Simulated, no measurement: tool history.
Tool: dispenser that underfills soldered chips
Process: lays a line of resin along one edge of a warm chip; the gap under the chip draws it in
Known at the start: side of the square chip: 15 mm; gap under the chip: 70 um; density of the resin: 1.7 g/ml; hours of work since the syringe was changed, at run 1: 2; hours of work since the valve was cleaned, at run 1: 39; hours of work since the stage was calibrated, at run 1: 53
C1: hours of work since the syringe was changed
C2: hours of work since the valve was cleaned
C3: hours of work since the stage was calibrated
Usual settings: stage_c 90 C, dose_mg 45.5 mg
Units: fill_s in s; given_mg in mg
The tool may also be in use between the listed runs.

run 1 hour=0.0 | stage_c=90 dose_mg=45.5 | C1=2 C2=39 C3=53 | fill_s=137.2 given_mg=44.40
run 2 hour=10.3 | stage_c=90 dose_mg=45.5 | C1=10 C2=47 C3=61 | fill_s=250.7 given_mg=44.15
-- hour=13.7 new syringe of resin
run 3 hour=22.1 | stage_c=90 dose_mg=45.5 | C1=6 C2=56 C3=70 | fill_s=197.1 given_mg=44.21
-- hour=28.1 dispensing valve cleaned and set on the balance
-- hour=30.8 new syringe of resin
run 4 hour=38.0 | stage_c=90 dose_mg=45.5 | C1=6 C2=7 C3=81 | fill_s=181.8 given_mg=45.31
-- hour=46.3 new syringe of resin
run 5 hour=50.9 | stage_c=90 dose_mg=45.5 | C1=4 C2=17 C3=91 | fill_s=160.6 given_mg=45.11
-- hour=61.8 new syringe of resin
run 6 hour=66.8 | stage_c=95 dose_mg=45.5 | C1=4 C2=29 C3=103 | fill_s=141.2 given_mg=44.83
-- hour=77.5 new syringe of resin
run 7 hour=84.1 | stage_c=95 dose_mg=45.5 | C1=5 C2=42 C3=116 | fill_s=154.3 given_mg=44.45
-- hour=92.6 new syringe of resin
run 8 hour=98.6 | stage_c=95 dose_mg=45.5 | C1=5 C2=53 C3=127 | fill_s=148.3 given_mg=44.30
-- hour=108.0 new syringe of resin
-- hour=109.0 dispensing valve cleaned and set on the balance
run 9 hour=113.0 | stage_c=95 dose_mg=45.5 | C1=3 C2=3 C3=137 | fill_s=131.9 given_mg=45.58
run 10 hour=123.2 | stage_c=95 dose_mg=45.5 | C1=11 C2=11 C3=145 | fill_s=240.7 given_mg=45.34
-- hour=124.6 new syringe of resin
run 11 hour=130.7 | stage_c=80 dose_mg=45.5 | C1=5 C2=17 C3=151 | fill_s=232.6 given_mg=45.01
-- hour=140.4 new syringe of resin
run 12 hour=142.1 | stage_c=90 dose_mg=45.5 | C1=1 C2=25 C3=159 | fill_s=135.6 given_mg=44.47
-- hour=155.7 new syringe of resin
run 13 hour=157.4 | stage_c=90 dose_mg=47.6 | C1=1 C2=37 C3=171 | fill_s=131.5 given_mg=46.66
-- hour=171.3 new syringe of resin
run 14 hour=174.5 | stage_c=90 dose_mg=45.5 | C1=2 C2=50 C3=184 | fill_s=149.8 given_mg=44.37
-- hour=186.2 new syringe of resin
-- hour=189.2 dispensing valve cleaned and set on the balance
run 15 hour=192.1 | stage_c=90 dose_mg=45.5 | C1=4 C2=2 C3=196 | fill_s=163.2 given_mg=45.49
-- hour=202.2 new syringe of resin
run 16 hour=206.8 | stage_c=90 dose_mg=45.5 | C1=4 C2=13 C3=207 | fill_s=161.5 given_mg=45.22
-- hour=217.1 new syringe of resin
run 17 hour=222.8 | stage_c=90 dose_mg=45.5 | C1=4 C2=25 C3=219 | fill_s=179.2 given_mg=44.95
-- hour=232.5 new syringe of resin
run 18 hour=236.6 | stage_c=85 dose_mg=52.1 | C1=3 C2=36 C3=230 | fill_s=182.2 given_mg=51.10
run 19 hour=246.5 | stage_c=95 dose_mg=42.0 | C1=11 C2=43 C3=238 | fill_s=244.6 given_mg=40.56
-- hour=247.7 new syringe of resin
run 20 hour=260.7 | stage_c=98 dose_mg=50.0 | C1=10 C2=54 C3=248 | fill_s=205.5 given_mg=48.42
-- hour=263.4 new syringe of resin
-- hour=269.1 dispensing valve cleaned and set on the balance
run 21 hour=276.0 | stage_c=90 dose_mg=53.5 | C1=9 C2=5 C3=259 | fill_s=241.0 given_mg=52.94
-- hour=280.1 new syringe of resin
run 22 hour=284.8 | stage_c=82 dose_mg=50.5 | C1=4 C2=12 C3=266 | fill_s=211.4 given_mg=50.22
-- hour=295.1 new syringe of resin
run 23 hour=298.1 | stage_c=90 dose_mg=54.0 | C1=2 C2=22 C3=276 | fill_s=147.2 given_mg=53.18
-- hour=310.5 new syringe of resin
run 24 hour=311.6 | stage_c=90 dose_mg=54.0 | C1=1 C2=32 C3=286 | fill_s=128.5 given_mg=52.85
run 25 hour=323.2 | stage_c=96 dose_mg=50.1 | C1=10 C2=41 C3=295 | fill_s=220.6 given_mg=48.91
-- hour=325.3 new syringe of resin
run 26 hour=339.6 | stage_c=78 dose_mg=46.8 | C1=11 C2=53 C3=307 | fill_s=403.5 given_mg=45.33
-- hour=341.3 new syringe of resin
-- hour=349.1 dispensing valve cleaned and set on the balance
run 27 hour=353.2 | stage_c=78 dose_mg=43.5 | C1=8 C2=3 C3=317 | fill_s=343.4 given_mg=43.58
-- hour=357.5 new syringe of resin
run 28 hour=370.3 | stage_c=104 dose_mg=57.6 | C1=10 C2=16 C3=330 | fill_s=178.0 given_mg=57.16
-- hour=373.6 new syringe of resin
run 29 hour=383.1 | stage_c=96 dose_mg=45.5 | C1=7 C2=26 C3=339 | fill_s=187.4 given_mg=44.89
-- hour=389.3 new syringe of resin
run 30 hour=392.1 | stage_c=92 dose_mg=54.0 | C1=2 C2=32 C3=346 | fill_s=140.3 given_mg=52.95
-- hour=404.9 new syringe of resin
run 31 hour=404.9 | stage_c=99 dose_mg=46.1 | C1=0 C2=42 C3=356 | fill_s=98.2 given_mg=45.00
run 32 hour=412.8 | stage_c=92 dose_mg=51.6 | C1=6 C2=48 C3=362 | fill_s=189.7 given_mg=50.57
-- hour=420.6 new syringe of resin
-- hour=428.7 dispensing valve cleaned and set on the balance
run 33 hour=429.8 | stage_c=105 dose_mg=56.1 | C1=6 C2=1 C3=374 | fill_s=133.6 given_mg=56.38
-- hour=437.5 new syringe of resin
run 34 hour=443.9 | stage_c=105 dose_mg=56.1 | C1=5 C2=11 C3=384 | fill_s=124.2 given_mg=55.72

Forecast each of these 4 alternatives for the next run:
-- hour=452.9 new syringe of resin
run A hour=457.6 | stage_c=105 dose_mg=46.0 | C1=4 C2=22 C3=395 | fill_s=? given_mg=?
-- hour=452.9 new syringe of resin
run B hour=457.6 | stage_c=99 dose_mg=45.5 | C1=4 C2=22 C3=395 | fill_s=? given_mg=?
-- hour=452.9 new syringe of resin
run C hour=457.6 | stage_c=78 dose_mg=47.8 | C1=4 C2=22 C3=395 | fill_s=? given_mg=?
-- hour=452.9 new syringe of resin
run D hour=457.6 | stage_c=104 dose_mg=40.8 | C1=4 C2=22 C3=395 | fill_s=? given_mg=?

run=A fill_s=113.2 given_mg=45.74
run=B fill_s=132.6 given_mg=45.04
run=C fill_s=237.3 given_mg=47.24
run=D fill_s=116.4 given_mg=40.32
Without the tool's hidden state the same runs would have given:
run=A fill_s=79.2 given_mg=46.25
run=B fill_s=92.7 given_mg=45.54
run=C fill_s=164.0 given_mg=47.77
run=D fill_s=81.2 given_mg=40.77

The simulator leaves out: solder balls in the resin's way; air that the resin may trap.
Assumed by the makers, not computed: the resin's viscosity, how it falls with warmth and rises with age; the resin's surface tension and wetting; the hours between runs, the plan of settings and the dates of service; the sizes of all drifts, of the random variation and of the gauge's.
